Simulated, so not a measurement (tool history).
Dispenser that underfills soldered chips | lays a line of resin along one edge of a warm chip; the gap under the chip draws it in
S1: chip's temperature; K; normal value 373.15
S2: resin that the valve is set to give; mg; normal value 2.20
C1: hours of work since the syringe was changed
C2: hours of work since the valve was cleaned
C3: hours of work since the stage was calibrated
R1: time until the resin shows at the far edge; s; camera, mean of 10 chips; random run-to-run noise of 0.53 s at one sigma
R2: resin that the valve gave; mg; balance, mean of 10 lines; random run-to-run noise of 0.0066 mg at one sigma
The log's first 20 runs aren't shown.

run   hour      S1    S2  C1  C2   C3    R1     R2
 21  114.0  388.15  2.58   6  43  293  30.1  2.480
     115.0  -- new syringe of resin
 22  121.3  383.15  2.09   5  48  298  36.8  2.005
     123.4  -- new syringe of resin
 23  127.7  383.15  2.09   3  53  303  34.7  1.991
     131.9  -- new syringe of resin
 24  135.4  360.15  2.14   3  59  308  82.7  2.023
     140.3  -- new syringe of resin
 25  143.1  383.15  2.22   2  64  314  33.5  2.085
 26  148.1  383.15  2.22   6  68  318  37.7  2.087
     148.7  -- new syringe of resin
     149.7  -- dispensing valve cleaned and set on the balance
 27  156.5  383.15  2.40   5   5  323  36.3  2.384
     158.3  -- new syringe of resin
 28  162.5  383.15  2.40   3   9  327  34.5  2.360
     166.7  -- new syringe of resin
 29  168.9  367.15  2.26   2  14  332  59.9  2.217
     175.3  -- new syringe of resin
 30  175.3  375.15  2.83   0  19  336  41.5  2.761
 31  182.6  376.15  2.17   5  24  342  48.4  2.120
     184.2  -- new syringe of resin
 32  188.0  387.15  1.95   3  28  346  31.0  1.896
     193.0  -- new syringe of resin
 33  194.5  381.15  2.20   1  33  350  34.1  2.130

What if the next run were any one of these 5? Each begins from the tool's condition after run 33:
  A  198.7  368.15  2.37   4  36  354   ?   ?
  B  198.7  370.15  2.20   4  36  354   ?   ?
  C  198.7  381.15  2.26   4  36  354   ?   ?
  D  198.7  363.15  2.20   4  36  354   ?   ?
  E  198.7  360.15  2.20   4  36  354   ?   ?

run    R1     R2
  A  61.6  2.276
  B  56.4  2.126
  C  37.0  2.167
  D  75.5  2.122
  E  84.0  2.110
Stripped of hidden state, with their random variation kept, the same runs would have yielded:
run    R1     R2
  A  53.1  2.364
  B  48.4  2.208
  C  31.9  2.251
  D  64.7  2.203
  E  72.0  2.191
